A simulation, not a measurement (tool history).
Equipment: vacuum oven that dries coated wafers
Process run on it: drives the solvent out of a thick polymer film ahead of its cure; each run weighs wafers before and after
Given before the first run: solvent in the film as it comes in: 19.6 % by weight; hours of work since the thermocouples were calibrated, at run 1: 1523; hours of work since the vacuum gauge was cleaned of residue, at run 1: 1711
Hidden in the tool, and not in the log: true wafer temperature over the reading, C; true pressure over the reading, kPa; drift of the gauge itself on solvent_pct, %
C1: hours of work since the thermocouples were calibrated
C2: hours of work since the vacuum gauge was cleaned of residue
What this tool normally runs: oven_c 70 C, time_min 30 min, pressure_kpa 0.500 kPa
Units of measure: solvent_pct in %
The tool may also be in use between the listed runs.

{"run": 1, "day": 0.0, "oven_c": 70, "time_min": 30, "pressure_kpa": 0.5, "C1": 1523, "C2": 1711, "solvent_pct": 2.14}
{"run": 2, "day": 1.888, "oven_c": 70, "time_min": 30, "pressure_kpa": 0.5, "C1": 1555, "C2": 1742, "solvent_pct": 2.07}
{"run": 3, "day": 3.083, "oven_c": 70, "time_min": 30, "pressure_kpa": 0.5, "C1": 1575, "C2": 1762, "solvent_pct": 2.06}
{"run": 4, "day": 5.729, "oven_c": 70, "time_min": 30, "pressure_kpa": 0.5, "C1": 1619, "C2": 1807, "solvent_pct": 2.22}
{"run": 5, "day": 8.262, "oven_c": 70, "time_min": 30, "pressure_kpa": 0.5, "C1": 1661, "C2": 1849, "solvent_pct": 2.1}
{"run": 6, "day": 10.5, "oven_c": 70, "time_min": 30, "pressure_kpa": 0.5, "C1": 1699, "C2": 1886, "solvent_pct": 2.03}
{"run": 7, "day": 12.912, "oven_c": 70, "time_min": 30, "pressure_kpa": 0.5, "C1": 1739, "C2": 1927, "solvent_pct": 1.99}
{"run": 8, "day": 14.146, "oven_c": 70, "time_min": 30, "pressure_kpa": 0.5, "C1": 1760, "C2": 1947, "solvent_pct": 1.99}
{"day": 15.254, "done": "oven's thermocouples calibrated"}
{"run": 9, "day": 16.979, "oven_c": 70, "time_min": 30, "pressure_kpa": 0.5, "C1": 29, "C2": 1993, "solvent_pct": 2.71}
{"run": 10, "day": 18.638, "oven_c": 70, "time_min": 30, "pressure_kpa": 0.5, "C1": 57, "C2": 2021, "solvent_pct": 2.71}
{"run": 11, "day": 21.171, "oven_c": 70, "time_min": 15, "pressure_kpa": 0.5, "C1": 99, "C2": 2064, "solvent_pct": 6.44}
{"run": 12, "day": 22.529, "oven_c": 70, "time_min": 15, "pressure_kpa": 0.5, "C1": 122, "C2": 2086, "solvent_pct": 6.51}
{"run": 13, "day": 24.438, "oven_c": 70, "time_min": 15, "pressure_kpa": 0.5, "C1": 154, "C2": 2118, "solvent_pct": 6.35}
{"run": 14, "day": 27.192, "oven_c": 70, "time_min": 18, "pressure_kpa": 0.624, "C1": 200, "C2": 2164, "solvent_pct": 5.4}
{"run": 15, "day": 28.933, "oven_c": 70, "time_min": 27, "pressure_kpa": 0.5, "C1": 229, "C2": 2194, "solvent_pct": 3.12}
{"run": 16, "day": 31.712, "oven_c": 70, "time_min": 27, "pressure_kpa": 0.5, "C1": 275, "C2": 2240, "solvent_pct": 3.11}
{"run": 17, "day": 33.279, "oven_c": 67, "time_min": 52, "pressure_kpa": 0.5, "C1": 302, "C2": 2266, "solvent_pct": 1.59}
{"run": 18, "day": 35.65, "oven_c": 67, "time_min": 52, "pressure_kpa": 0.5, "C1": 341, "C2": 2306, "solvent_pct": 1.53}
{"run": 19, "day": 37.929, "oven_c": 67, "time_min": 52, "pressure_kpa": 0.5, "C1": 379, "C2": 2344, "solvent_pct": 1.53}
{"run": 20, "day": 40.654, "oven_c": 70, "time_min": 30, "pressure_kpa": 1.093, "C1": 425, "C2": 2390, "solvent_pct": 2.8}
{"run": 21, "day": 43.258, "oven_c": 70, "time_min": 30, "pressure_kpa": 1.093, "C1": 469, "C2": 2433, "solvent_pct": 2.7}
{"run": 22, "day": 45.442, "oven_c": 81, "time_min": 30, "pressure_kpa": 0.883, "C1": 505, "C2": 2470, "solvent_pct": 0.56}
{"run": 23, "day": 48.171, "oven_c": 62, "time_min": 30, "pressure_kpa": 0.883, "C1": 551, "C2": 2515, "solvent_pct": 6.06}

Take each entry between the runs: how does the hidden state at the last listed run before it differ from the hidden state at the first listed run after it?
In the gap between runs 8 and 9: oven's thermocouples calibrated (day 15.254)
  true wafer temperature over the reading, C: 2.4 -> 0.21; true pressure over the reading, kPa: 0.638 -> 0.653
  measured less the result without the state, solvent_pct: -0.63 -> +0.11 %
